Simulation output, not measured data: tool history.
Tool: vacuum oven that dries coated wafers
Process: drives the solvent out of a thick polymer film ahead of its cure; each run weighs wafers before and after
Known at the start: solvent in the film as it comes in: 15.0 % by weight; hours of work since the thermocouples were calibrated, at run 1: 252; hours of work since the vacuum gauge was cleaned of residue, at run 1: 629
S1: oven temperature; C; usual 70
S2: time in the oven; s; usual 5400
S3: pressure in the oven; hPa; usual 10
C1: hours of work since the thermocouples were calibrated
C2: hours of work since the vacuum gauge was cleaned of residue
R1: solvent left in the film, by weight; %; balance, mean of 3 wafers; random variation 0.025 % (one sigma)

run   hour  S1    S2    S3   C1   C2    R1
  1      0  70  5400    10  252  629  1.87
  2    9.3  70  5400    10  256  633  1.88
  3   17.9  70  5400    10  259  636  1.87
  4   33.6  70  5400    10  265  642  1.92
  5   42.9  70  5400    10  269  646  1.89
  6   56.2  70  5400    10  275  652  1.89
  7   71.8  70  5400    10  281  658  1.86
  8   79.1  70  5400    10  284  661  1.87
  9   88.9  70  5400    10  288  665  1.92
 10   96.9  62  4500    28  291  668  6.79
 11  110.3  62  3300  14.7  297  674  6.12
 12  121.2  62  3300  14.7  301  678  6.08
 13  137.9  73  3840  16.1  308  685  2.49

The next listed run, before its measurement:
 14  146.1  73  3840  16.1  311  688   ?

{"run 14": {"R1": 2.45}}
Without the tool's hidden state the same run would have given R1 2.21 %.
